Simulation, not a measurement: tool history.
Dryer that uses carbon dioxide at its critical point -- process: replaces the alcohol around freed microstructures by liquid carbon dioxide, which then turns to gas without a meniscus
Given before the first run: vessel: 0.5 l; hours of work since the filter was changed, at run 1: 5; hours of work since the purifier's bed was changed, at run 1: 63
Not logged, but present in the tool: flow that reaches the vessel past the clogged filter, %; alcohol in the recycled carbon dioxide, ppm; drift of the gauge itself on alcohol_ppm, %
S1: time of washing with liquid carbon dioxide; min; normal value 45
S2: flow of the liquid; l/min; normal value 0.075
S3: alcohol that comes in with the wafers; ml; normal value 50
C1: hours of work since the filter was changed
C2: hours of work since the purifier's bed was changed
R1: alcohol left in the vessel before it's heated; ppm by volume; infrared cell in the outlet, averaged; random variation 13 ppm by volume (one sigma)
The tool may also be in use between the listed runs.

run     day  S1      S2  S3   C1   C2     R1
  1       0  45   0.075  50    5   63    837
  2   0.329  45   0.075  50   11   69    822
  3   0.546  45   0.075  50   15   72    822
  4   0.771  45   0.075  50   18   76    830
  5   1.079  45   0.075  50   23   81    866
  6   1.312  45   0.075  50   27   85    848
  7   1.562  45   0.075  50   31   89    895
  8   1.829  45   0.075  50   36   94    886
  9   2.154  45   0.075  50   41   99    888
 10   2.404  33   0.075  50   46  103   3115
 11   2.579  33   0.075  50   48  106   3164
 12   2.792  45   0.075  70   52  110   1292
 13   2.954  45   0.075  50   55  113    914
 14   3.279  45   0.075  50   60  118    925
 15   3.571  45   0.075  50   65  123    934
 16   3.938  45   0.075  50   71  129    940
 17   4.288  45   0.075  50   77  135    989
 18   4.658  39   0.075  50   83  141   1809
 19   4.996  39  0.0723  50   89  147   2102
 20     5.2  39  0.1037  50   92  150    364
 21   5.371  39  0.1037  50   95  153    375
 22   5.662  39  0.1037  50  100  158    382
 23   5.908  45  0.0707  50  104  162   1357
 24   6.142  45  0.0707  50  108  166   1408
 25   6.525  45  0.0707  50  114  172   1402
 26   6.883  53  0.0757  90  120  178    817
 27   7.217  53  0.0757  90  126  184    841
 28   7.425  53  0.0757  90  129  187    846
 29   7.675  53  0.0757  90  133  191    852
 30   7.883  53  0.0757  90  137  195    866
 31   8.258  45    0.06  34  143  201   2025
 32   8.608  45    0.06  34  149  207   2088
 33   8.808  45    0.06  65  152  210   3823
 34   9.158  34  0.1119  37  158  216    446
 35   9.438  34  0.1119  37  163  221    451
 36   9.817  45  0.0927  23  169  227    218
 37   10.15  31   0.054  50  175  232  11687
 38  10.383  37  0.0517  50  179  236   8854
 39  10.554  37  0.0517  26  181  239   4729
 40  10.754  37  0.0517  26  185  242   4617
 41   11.05  50  0.0617  36  190  247   1436
 42  11.212  50  0.0617  36  192  250   1469
 43  11.554  50  0.0617  36  198  256   1435
 44  11.783  50  0.0617  36  202  260   1457
 45      12  45  0.0621  50  206  263   2971

Per-run results on a tool with no hidden state, each run keeping its own random variation:
run    R1
  1   806
  2   781
  3   775
  4   776
  5   799
  6   775
  7   810
  8   792
  9   782
 10  2848
 11  2877
 12  1116
 13   779
 14   776
 15   775
 16   770
 17   799
 18  1498
 19  1737
 20   256
 21   261
 22   262
 23  1049
 24  1077
 25  1058
 26   556
 27   564
 28   561
 29   558
 30   561
 31  1518
 32  1550
 33  2845
 34   258
 35   256
 36   105
 37  9541
 38  6986
 39  3700
 40  3596
 41   927
 42   942
 43   908
 44   913
 45  1964
